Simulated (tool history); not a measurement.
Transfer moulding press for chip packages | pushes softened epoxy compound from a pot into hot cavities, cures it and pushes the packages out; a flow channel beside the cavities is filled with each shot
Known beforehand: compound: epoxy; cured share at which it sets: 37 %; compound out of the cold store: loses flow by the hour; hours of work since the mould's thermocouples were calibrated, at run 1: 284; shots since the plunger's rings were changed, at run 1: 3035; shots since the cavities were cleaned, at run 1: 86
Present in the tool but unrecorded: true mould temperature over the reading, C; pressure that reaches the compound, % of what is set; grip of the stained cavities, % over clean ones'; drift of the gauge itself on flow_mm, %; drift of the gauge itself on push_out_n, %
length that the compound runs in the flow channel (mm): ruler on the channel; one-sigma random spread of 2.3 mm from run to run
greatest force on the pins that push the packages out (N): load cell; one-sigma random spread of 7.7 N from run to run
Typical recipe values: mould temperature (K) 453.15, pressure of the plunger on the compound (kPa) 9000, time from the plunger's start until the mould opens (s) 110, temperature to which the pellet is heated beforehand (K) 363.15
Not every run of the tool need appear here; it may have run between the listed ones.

run,hour,mould temperature (K),pressure of the plunger on the compound (kPa),time from the plunger's start until the mould opens (s),temperature to which the pellet is heated beforehand (K),hours of work since the mould's thermocouples were calibrated,shots since the plunger's rings were changed,shots since the cavities were cleaned,incoming compound's hours out of the cold store,length that the compound runs in the flow channel (mm),greatest force on the pins that push the packages out (N)
1,0,453.15,9000,110,363.15,284,3035,86,32.5,722,370
2,15.4,453.15,9000,110,363.15,295,3202,253,16.6,754,402
3,33,453.15,9000,107,363.15,307,3394,445,39.5,703,443
# hour 36.5: cavities cleaned with cleaning compound and waxed
4,49.3,453.15,9000,107,363.15,318,3555,139,40.8,703,388
5,69.6,453.15,9000,107,363.15,332,3776,360,45.9,692,426
# hour 80.7: cavities cleaned with cleaning compound and waxed
6,87.1,453.15,9000,125,363.15,343,3951,70,31.1,722,314
7,102.5,453.15,9000,99,363.15,354,4119,238,22.8,736,471
8,115.4,453.15,9000,99,363.15,363,4259,378,38.8,700,486
# hour 124.7: cavities cleaned with cleaning compound and waxed
9,138.3,453.15,9000,110,363.15,378,4492,148,28.4,725,392
# hour 154.7: plunger's sealing rings changed
10,158.5,447.15,9000,110,363.15,390,40,340,12.5,797,617
# hour 171.4: cavities cleaned with cleaning compound and waxed
11,176.6,447.15,9000,110,363.15,402,221,56,20.4,779,511
12,186.6,447.15,9000,110,363.15,409,331,166,15.8,788,572
13,206.4,447.15,9000,110,363.15,423,547,382,21.6,772,596
# hour 215.2: cavities cleaned with cleaning compound and waxed
14,226.6,453.15,9000,105,363.15,436,750,124,32.6,735,397
15,249.6,453.15,9000,105,363.15,452,1001,375,41.4,713,461
# hour 259.8: cavities cleaned with cleaning compound and waxed
16,267,453.15,8860,99,363.15,463,1174,78,35.7,722,436
17,282.1,453.15,9840,140,358.15,474,1339,243,19.7,796,346
18,297.7,453.15,9840,140,358.15,485,1509,413,16.7,800,379
# hour 304.7: cavities cleaned with cleaning compound and waxed
19,316.8,453.15,9690,107,363.15,497,1700,132,21.5,780,405
20,333.6,453.15,9690,107,367.15,509,1884,316,17.1,789,442
21,343.3,453.15,10430,133,363.15,516,1989,421,18.4,816,394
# hour 348.5: cavities cleaned with cleaning compound and waxed
22,358.5,453.15,7570,95,366.15,525,2138,109,16.4,698,485
23,370.2,445.15,9000,99,363.15,533,2265,236,16.6,782,823
24,382.7,445.15,9000,99,363.15,542,2401,372,32.6,751,862
# hour 391.9: cavities cleaned with cleaning compound and waxed
25,404.9,451.15,8890,125,363.15,557,2627,142,15.7,758,364
26,419.8,453.15,10260,110,363.15,567,2789,304,37.1,763,424
# hour 435.8: cavities cleaned with cleaning compound and waxed
27,442.3,453.15,10260,110,363.15,582,3018,71,32.3,775,379
28,461.1,448.15,10790,110,363.15,595,3222,275,46,775,510
29,476.9,453.15,7090,112,363.15,606,3395,448,32.4,639,439

Predict each of these 3 candidate next runs independently; none follows another, all start after run 29:
# hour 479.9: cavities cleaned with cleaning compound and waxed
A,498.1,453.15,10700,116,367.15,620,3609,198,27.8,?,?
# hour 479.9: cavities cleaned with cleaning compound and waxed
B,498.1,448.15,7090,112,357.15,620,3609,198,21.7,?,?
# hour 479.9: cavities cleaned with cleaning compound and waxed
C,498.1,453.15,7090,114,363.15,620,3609,198,15.5,?,?

run,length that the compound runs in the flow channel (mm),greatest force on the pins that push the packages out (N)
A,793,383
B,674,486
C,671,397
With the hidden condition removed and each run's random variation left untouched, the same runs would have given:
run,length that the compound runs in the flow channel (mm),greatest force on the pins that push the packages out (N)
A,809,320
B,687,385
C,684,328
